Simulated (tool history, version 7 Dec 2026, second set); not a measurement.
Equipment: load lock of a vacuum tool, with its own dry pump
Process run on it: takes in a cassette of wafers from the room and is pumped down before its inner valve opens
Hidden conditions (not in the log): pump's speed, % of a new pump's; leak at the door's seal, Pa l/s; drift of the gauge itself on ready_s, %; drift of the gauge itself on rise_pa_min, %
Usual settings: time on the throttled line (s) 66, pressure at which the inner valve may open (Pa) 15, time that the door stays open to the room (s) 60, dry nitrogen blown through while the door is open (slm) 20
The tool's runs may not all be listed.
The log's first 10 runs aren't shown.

run    hour  time on the throttled line (s)  pressure at which the inner valve may open (Pa)  time that the door stays open to the room (s)  dry nitrogen blown through while the door is open (slm)  hours that the pump has run since its overhaul  times that the door has closed on its seal  incoming humidity of the room's air, %  time from the closed door until the inner valve may open (s)  rise of the pressure with all valves shut (Pa/min)
 11  1380.8                              66                                               15                                             60                                                       20                                           12985                                        7442                                    43.5                                                         109.4                                               0.097
 12  1530.9                              66                                               15                                             60                                                       28                                           13135                                        7613                                    46.4                                                         110.7                                               0.093
 13  1669.2                              66                                               15                                             60                                                       20                                           13273                                        7770                                    41.8                                                         111.3                                               0.096
 14  1828.7                              66                                               15                                             91                                                       20                                           13433                                        7952                                    47.4                                                         110.4                                                0.12
 15  1960.5                              66                                               15                                             60                                                       34                                           13565                                        8102                                    44.6                                                         110.4                                               0.097
 16  2100.7                              66                                               15                                             60                                                       20                                           13705                                        8262                                    47.3                                                           111                                               0.107
 17  2235.1                              41                                               15                                             60                                                       20                                           13839                                        8415                                    46.2                                                          90.3                                                 0.1
 18  2333.5                              41                                               15                                             60                                                       20                                           13938                                        8527                                    46.4                                                          89.9                                               0.115
 19  2420.7                             122                                               15                                             60                                                       20                                           14025                                        8626                                    47.1                                                         159.4                                               0.108
 20  2543.5                              59                                               12                                             67                                                       22                                           14148                                        8766                                    46.9                                                         106.6                                               0.111
 21  2665.6                              59                                               12                                             67                                                       22                                           14270                                        8905                                    46.2                                                         106.3                                               0.116
 22  2860.6                              59                                               12                                             27                                                       21                                           14465                                        9127                                    43.9                                                         107.4                                               0.088
 23  2960.5                              59                                               12                                             27                                                       21                                           14565                                        9241                                    48.6                                                         106.2                                                 0.1
 24  3074.3                              51                                               25                                             60                                                       20                                           14678                                        9371                                    46.7                                                          95.6                                               0.118
 25  3164.1                              66                                               15                                             60                                                       20                                           14768                                        9473                                    38.4                                                         110.9                                                0.11

Run 26 has not been measured yet. What should we expect?
 26  3331.8                              57                                               16                                             53                                                       29                                           14936                                        9664                                    45.1                                                             ?                                                   ?

time from the closed door until the inner valve may open (s): 103.7
rise of the pressure with all valves shut (Pa/min): 0.107
With the hidden condition absent and the run-to-run variation left alone, this run would have shown time from the closed door until the inner valve may open (s) 95.5, rise of the pressure with all valves shut (Pa/min) 0.041.
